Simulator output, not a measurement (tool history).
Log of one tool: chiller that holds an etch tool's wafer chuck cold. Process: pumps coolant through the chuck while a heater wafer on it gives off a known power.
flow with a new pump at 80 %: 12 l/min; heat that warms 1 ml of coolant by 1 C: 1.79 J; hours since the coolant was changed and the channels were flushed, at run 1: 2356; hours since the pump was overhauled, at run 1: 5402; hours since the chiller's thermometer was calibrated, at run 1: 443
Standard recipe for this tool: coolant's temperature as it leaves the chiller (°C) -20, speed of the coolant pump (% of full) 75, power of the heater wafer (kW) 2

| run | day | coolant's temperature as it leaves the chiller (°C) | speed of the coolant pump (% of full) | power of the heater wafer (kW) | hours since the coolant was changed and the channels were flushed | hours since the pump was overhauled | hours since the chiller's thermometer was calibrated | chuck's temperature once it has settled (°C) | how much warmer the coolant comes back (C) |
|---|---|---|---|---|---|---|---|---|---|
| 1 | 0 | -20 | 75 | 2 | 2356 | 5402 | 443 | -3.7 | 7.27 |
| 2 | 2.404 | -20 | 75 | 2 | 2413 | 5460 | 501 | -3.9 | 7.28 |
| 3 | 7.621 | -20 | 75 | 2 | 2538 | 5585 | 626 | -3.7 | 7.33 |
| 4 | 10.2 | -20 | 75 | 2.554 | 2600 | 5647 | 688 | 1.2 | 9.45 |
| 5 | 14.846 | -20 | 75 | 2.554 | 2712 | 5758 | 799 | 1.2 | 9.38 |
| 6 | 20.454 | -20 | 75 | 2 | 2846 | 5893 | 934 | -3.5 | 7.46 |
| 7 | 24.55 | -20 | 75 | 2 | 2945 | 5991 | 1032 | -3.4 | 7.45 |
| 8 | 27.65 | -20 | 75 | 2 | 3019 | 6066 | 1106 | -3.3 | 7.47 |
| 9 | 32.6 | -20 | 75 | 2 | 3138 | 6185 | 1225 | -3.1 | 7.5 |
| 10 | 34.979 | -20 | 75 | 1.175 | 3195 | 6242 | 1282 | -10.1 | 4.43 |
| 11 | 40.183 | -20 | 75 | 1.175 | 3320 | 6366 | 1407 | -10.1 | 4.47 |
| 12 | 45.079 | -20 | 75 | 1.175 | 3437 | 6484 | 1525 | -10 | 4.45 |
| 13 | 49.725 | -20 | 69 | 1.175 | 3549 | 6595 | 1636 | -9.4 | 4.91 |
| 14 | 54.154 | -20 | 69 | 1.175 | 3655 | 6702 | 1742 | -9.4 | 4.89 |
| 15 | 58.783 | -20 | 69 | 1.175 | 3766 | 6813 | 1854 | -9.2 | 4.95 |
| 16 | 63.55 | -16 | 75 | 2 | 3881 | 6927 | 1968 | 1.4 | 7.69 |
| 17 | 68.792 | -20 | 75 | 1.646 | 4007 | 7053 | 2094 | -5.7 | 6.37 |
| 18 | 73.096 | -27 | 75 | 1.646 | 4110 | 7156 | 2197 | -12.6 | 6.44 |
| 19 | 76.317 | -27 | 75 | 1.646 | 4187 | 7234 | 2274 | -12.5 | 6.46 |
| 20 | 81.146 | -11 | 97 | 2.002 | 4303 | 7350 | 2390 | 4.1 | 5.9 |
| 21 | 86.292 | -11 | 97 | 2.002 | 4427 | 7473 | 2514 | 4.1 | 5.98 |
| 22 | 91.892 | -11 | 97 | 2.002 | 4561 | 7607 | 2648 | 4.4 | 5.95 |
| 23 | 96.604 | -11 | 97 | 2.002 | 4674 | 7721 | 2761 | 4.3 | 6.03 |
| 24 | 98.958 | -19 | 68 | 1.871 | 4731 | 7777 | 2818 | -0.5 | 8.31 |
| 25 | 102.546 | -19 | 68 | 1.871 | 4817 | 7863 | 2904 | -0.8 | 8.39 |
| 26 | 106.746 | -29 | 74 | 1.231 | 4917 | 7964 | 3005 | -17.6 | 5.06 |
| 27 | 110.896 | -20 | 82 | 2.042 | 5017 | 8064 | 3104 | -2.1 | 7.55 |
|  | 114.346 | coolant pump overhauled |
| 28 | 114.396 | -20 | 82 | 2.042 | 5096 | 1 | 3183 | -5.1 | 5.53 |
| 29 | 120.025 | -20 | 82 | 2.042 | 5231 | 136 | 3318 | -4.7 | 5.56 |
| 30 | 123.725 | -20 | 82 | 1.118 | 5320 | 225 | 3407 | -11.9 | 3.07 |
| 31 | 126.329 | -20 | 90 | 1.132 | 5382 | 288 | 3470 | -12.3 | 2.8 |
| 32 | 130.704 | -23 | 75 | 1.087 | 5487 | 393 | 3575 | -14.5 | 3.33 |
|  | 131.783 | coolant changed, channels flushed |
| 33 | 133.767 | -21 | 75 | 1.12 | 48 | 460 | 3642 | -13.6 | 3.4 |

Across each entry between runs, compare the hidden state at the last listed run before it with the hidden state at the first listed run after it:
Runs 27 to 28: coolant pump overhauled (day 114.346)
  heat passed by the chuck's channels, % of clean ones': 80.3 -> 80; flow at a given pump speed, % of a new pump's: 74.3 -> 100.5; coolant's true temperature over the reading, C: -0.39 -> -0.4
  measured result minus the result with no hidden state, chuck's temperature once it has settled (°C): +4.9 -> +2; how much warmer the coolant comes back (C): +1.94 -> -0.02
Runs 32 to 33: coolant changed, channels flushed (day 131.783)
  heat passed by the chuck's channels, % of clean ones': 78.5 -> 99.7; flow at a given pump speed, % of a new pump's: 99.2 -> 99; coolant's true temperature over the reading, C: -0.43 -> -0.44
  measured result minus the result with no hidden state, chuck's temperature once it has settled (°C): +1.1 -> -0.3; how much warmer the coolant comes back (C): +0.03 -> +0.04
